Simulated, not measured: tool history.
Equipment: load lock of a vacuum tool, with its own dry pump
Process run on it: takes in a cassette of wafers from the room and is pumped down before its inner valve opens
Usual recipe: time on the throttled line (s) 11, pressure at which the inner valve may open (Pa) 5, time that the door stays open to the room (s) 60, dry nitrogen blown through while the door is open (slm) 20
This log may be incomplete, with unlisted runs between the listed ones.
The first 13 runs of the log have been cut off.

run,day,time on the throttled line (s),pressure at which the inner valve may open (Pa),time that the door stays open to the room (s),dry nitrogen blown through while the door is open (slm),hours that the pump has run since its overhaul,times that the door has closed on its seal,"incoming humidity of the room's air, %",time from the closed door until the inner valve may open (s),rise of the pressure with all valves shut (Pa/min)
14,40.7,11,5,60,20,9416,6603,44.5,21,0.044
15,44.971,11,5,60,20,9518,6733,45.2,20.9,0.04
16,47.612,11,5,60,20,9582,6813,43.2,20.3,0.036
17,52.008,6,5,60,20,9687,6948,43.3,16.9,0.039
18,56.046,6,5,60,20,9784,7071,44,16.5,0.036
19,58.704,6,5,60,20,9848,7152,46.4,16.4,0.038
20,61.883,11,4,60,23,9924,7249,47.1,21.7,0.036
21,64.992,7,8,60,8,9999,7344,45.9,17.1,0.058
22,69.35,7,8,60,8,10104,7477,46.5,17.4,0.06
23,72.625,7,8,60,8,10182,7577,47,17.3,0.055
24,75.688,8,5,40,20,10256,7670,46.7,18.2,0.035
25,78.112,14,7,40,20,10314,7744,43.9,23.4,0.037
26,80.771,11,9,93,20,10378,7825,43.4,20.7,0.049
27,82.717,11,9,93,20,10424,7884,42.8,20.6,0.042
28,86.258,11,4,60,20,10509,7992,44.8,21.5,0.04
29,90.2,11,6,40,20,10604,8113,42.6,20.8,0.033
30,93.196,11,6,40,20,10676,8204,44.6,20.9,0.035
31,95.208,11,6,40,20,10724,8265,47.4,20.9,0.037
32,98.792,11,6,40,20,10810,8375,43.7,21.3,0.037
33,102.154,8,6,40,4,10891,8477,44.7,18.2,0.054
34,104.008,15,5,33,20,10935,8534,47.6,24.7,0.038
35,106.779,15,5,33,20,11002,8618,48.2,24.3,0.037
36,110.888,14,7,92,9,11100,8744,41.6,23.8,0.057
37,114.088,14,7,92,9,11177,8841,46.7,23.3,0.064

Here are 3 independent what-if runs from the current tool condition. What would each one return?
A,116.838,8,5,60,8,11243,8925,46.1,?,?
B,116.838,21,9,92,23,11243,8925,44.3,?,?
C,116.838,9,6,92,9,11243,8925,47.3,?,?

run,time from the closed door until the inner valve may open (s),rise of the pressure with all valves shut (Pa/min)
A,18.7,0.053
B,28.9,0.037
C,18.5,0.064
Without the tool's hidden state the same runs would have given:
run,time from the closed door until the inner valve may open (s),rise of the pressure with all valves shut (Pa/min)
A,18.7,0.053
B,28.9,0.037
C,18.5,0.064
